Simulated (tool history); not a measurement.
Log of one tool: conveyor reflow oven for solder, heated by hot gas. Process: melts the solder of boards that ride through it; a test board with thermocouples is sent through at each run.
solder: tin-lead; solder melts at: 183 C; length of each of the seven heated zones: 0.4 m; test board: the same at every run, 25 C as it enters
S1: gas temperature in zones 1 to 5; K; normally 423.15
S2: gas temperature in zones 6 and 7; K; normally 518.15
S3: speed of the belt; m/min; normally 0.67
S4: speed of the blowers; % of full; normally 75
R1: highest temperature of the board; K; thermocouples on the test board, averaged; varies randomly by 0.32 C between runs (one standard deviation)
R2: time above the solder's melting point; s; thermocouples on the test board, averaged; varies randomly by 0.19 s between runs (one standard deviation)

{"run": 1, "hour": 0.0, "S1": 423.15, "S2": 518.15, "S3": 0.67, "S4": 75, "R1": 501.05, "R2": 64.3}
{"run": 2, "hour": 21.0, "S1": 423.15, "S2": 518.15, "S3": 0.67, "S4": 75, "R1": 501.05, "R2": 64.2}
{"run": 3, "hour": 47.8, "S1": 410.15, "S2": 518.15, "S3": 0.67, "S4": 75, "R1": 497.65, "R2": 58}
{"run": 4, "hour": 61.1, "S1": 410.15, "S2": 518.15, "S3": 0.67, "S4": 75, "R1": 498.35, "R2": 58.5}
{"hour": 83.5, "done": "flux residue cleaned out of gas plates and filters"}
{"run": 5, "hour": 83.7, "S1": 410.15, "S2": 518.15, "S3": 0.67, "S4": 75, "R1": 497.95, "R2": 57.8}
{"run": 6, "hour": 105.4, "S1": 410.15, "S2": 518.15, "S3": 0.67, "S4": 75, "R1": 498.65, "R2": 57.9}
{"run": 7, "hour": 138.3, "S1": 410.15, "S2": 533.15, "S3": 0.67, "S4": 75, "R1": 511.65, "R2": 64.9}
{"run": 8, "hour": 153.5, "S1": 423.15, "S2": 518.15, "S3": 0.67, "S4": 72, "R1": 500.05, "R2": 63.7}
{"run": 9, "hour": 178.4, "S1": 423.15, "S2": 518.15, "S3": 0.609, "S4": 75, "R1": 503.55, "R2": 72.4}
{"hour": 203.5, "done": "thermocouples of zones 6 and 7 changed"}
{"run": 10, "hour": 213.1, "S1": 423.15, "S2": 518.15, "S3": 0.609, "S4": 75, "R1": 504.05, "R2": 72.5}
{"run": 11, "hour": 240.9, "S1": 423.15, "S2": 518.15, "S3": 0.609, "S4": 75, "R1": 503.65, "R2": 71.9}
{"run": 12, "hour": 254.3, "S1": 423.15, "S2": 516.15, "S3": 0.67, "S4": 50, "R1": 491.05, "R2": 56.6}
{"run": 13, "hour": 273.3, "S1": 433.15, "S2": 532.15, "S3": 0.673, "S4": 75, "R1": 514.55, "R2": 73.7}
{"run": 14, "hour": 288.6, "S1": 433.15, "S2": 532.15, "S3": 0.673, "S4": 75, "R1": 514.15, "R2": 73.8}
{"run": 15, "hour": 306.9, "S1": 423.15, "S2": 518.15, "S3": 0.656, "S4": 75, "R1": 501.65, "R2": 66.2}
{"run": 16, "hour": 329.2, "S1": 420.15, "S2": 518.15, "S3": 0.583, "S4": 75, "R1": 504.65, "R2": 74.7}
{"run": 17, "hour": 358.6, "S1": 423.15, "S2": 518.15, "S3": 0.67, "S4": 75, "R1": 500.85, "R2": 64.3}
{"run": 18, "hour": 387.8, "S1": 431.15, "S2": 532.15, "S3": 0.632, "S4": 75, "R1": 515.95, "R2": 78.4}
{"run": 19, "hour": 402.0, "S1": 431.15, "S2": 532.15, "S3": 0.632, "S4": 75, "R1": 515.65, "R2": 78.1}
{"run": 20, "hour": 415.7, "S1": 431.15, "S2": 532.15, "S3": 0.632, "S4": 75, "R1": 515.95, "R2": 77.9}
{"run": 21, "hour": 437.8, "S1": 423.15, "S2": 530.15, "S3": 0.67, "S4": 87, "R1": 513.65, "R2": 70.2}

Predict each of these 3 candidate next runs independently; none follows another, all start after run 21:
{"run": "A", "hour": 463.3, "S1": 432.15, "S2": 512.15, "S3": 0.67, "S4": 69, "R1": "?", "R2": "?"}
{"run": "B", "hour": 463.3, "S1": 423.15, "S2": 518.15, "S3": 0.569, "S4": 75, "R1": "?", "R2": "?"}
{"run": "C", "hour": 463.3, "S1": 408.15, "S2": 511.15, "S3": 0.666, "S4": 87, "R1": "?", "R2": "?"}

run=A R1=495.95 R2=65
run=B R1=505.65 R2=78.6
run=C R1=495.05 R2=56
With the hidden condition removed and each run's random variation left untouched, the same runs would have given:
run=A R1=496.05 R2=65
run=B R1=505.65 R2=78.6
run=C R1=495.05 R2=56.1
